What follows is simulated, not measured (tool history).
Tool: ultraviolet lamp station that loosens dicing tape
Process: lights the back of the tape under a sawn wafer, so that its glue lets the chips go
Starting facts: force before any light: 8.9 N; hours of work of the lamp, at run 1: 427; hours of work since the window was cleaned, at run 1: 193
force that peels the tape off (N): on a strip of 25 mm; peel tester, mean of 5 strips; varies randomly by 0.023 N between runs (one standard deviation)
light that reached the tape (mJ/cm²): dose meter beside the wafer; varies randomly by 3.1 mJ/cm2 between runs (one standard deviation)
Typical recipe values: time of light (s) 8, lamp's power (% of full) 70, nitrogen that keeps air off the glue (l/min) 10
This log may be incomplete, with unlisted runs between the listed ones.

run,day,time of light (s),lamp's power (% of full),nitrogen that keeps air off the glue (l/min),hours of work of the lamp,hours of work since the window was cleaned,force that peels the tape off (N),light that reached the tape (mJ/cm²)
1,0,8,70,10,427,193,1.413,405
2,0.912,8,70,10,438,203,1.459,399
3,2.15,8,70,10,452,218,1.446,399
4,2.979,8,70,10,461,227,1.473,398
5,4.438,8,70,10,478,244,1.561,396
6,5.575,8,70,10,491,257,1.554,396
7,7.246,7,70,10,511,276,1.914,342
8,8.812,8,70,10,529,294,1.545,387
9,9.571,8,70,4,537,303,2.41,381
10,10.246,8,70,10,545,311,1.587,380
11,11.504,8,70,10,560,326,1.518,379
12,12.538,8,70,10,572,337,1.613,382
13,14.104,8,70,10,590,356,1.601,379
14,15.588,8,70,10,607,373,1.623,380
15,16.571,8,70,10,618,384,1.686,374
# day 16.721: window cleaned of glue's vapour
16,17.538,8,70,10,629,9,1.762,356
17,18.567,8,70,20,641,21,1.369,358
18,19.488,8,70,20,651,32,1.314,356
19,20.212,8,70,10,660,40,1.786,350
# day 20.517: window cleaned of glue's vapour, once more
20,20.942,8,70,10,668,5,1.355,420
21,21.858,8,70,10,678,15,1.371,412
22,22.825,8,70,10,690,27,1.399,411
23,23.646,11,70,12,699,36,0.68,559
24,25.292,11,67,4,718,55,1.516,536
25,26.271,13,67,4,729,66,1.126,626
26,27.767,13,67,4,747,84,1.135,624
27,29.088,11,67,4,762,99,1.528,516
28,30.75,4,85,4,781,118,4.009,242
29,31.983,9,68,17,795,132,1.017,423
30,32.817,9,100,4,805,142,1.088,624
31,34.146,9,100,4,820,157,1.122,624
32,35.538,8,70,10,836,173,1.657,385
33,36.412,8,70,10,846,183,1.579,383
34,37.912,10,70,4,863,200,1.888,478
35,38.638,10,88,17,872,209,0.483,598
36,39.612,10,88,17,883,220,0.474,591
37,40.508,10,88,17,893,230,0.492,586
38,41.85,11,70,10,909,246,0.874,517
39,43.104,9,97,6,923,260,0.983,576
40,44.017,12,86,10,934,271,0.462,678
41,45.408,8,76,8,950,287,1.653,396
42,46.588,8,76,8,963,300,1.732,390
43,47.838,7,76,7,978,315,2.21,339

Forecast each of these 4 alternatives for the next run:
A,48.892,10,70,10,990,327,?,?
B,48.892,7,76,11,990,327,?,?
C,48.892,10,66,18,990,327,?,?
D,48.892,7,76,6,990,327,?,?

run,force that peels the tape off (N),light that reached the tape (mJ/cm²)
A,1.19,448
B,1.881,337
C,0.946,419
D,2.459,341
With no hidden state in the tool, these same runs would have given:
run,force that peels the tape off (N),light that reached the tape (mJ/cm²)
A,0.688,580
B,1.205,436
C,0.526,543
D,1.689,442
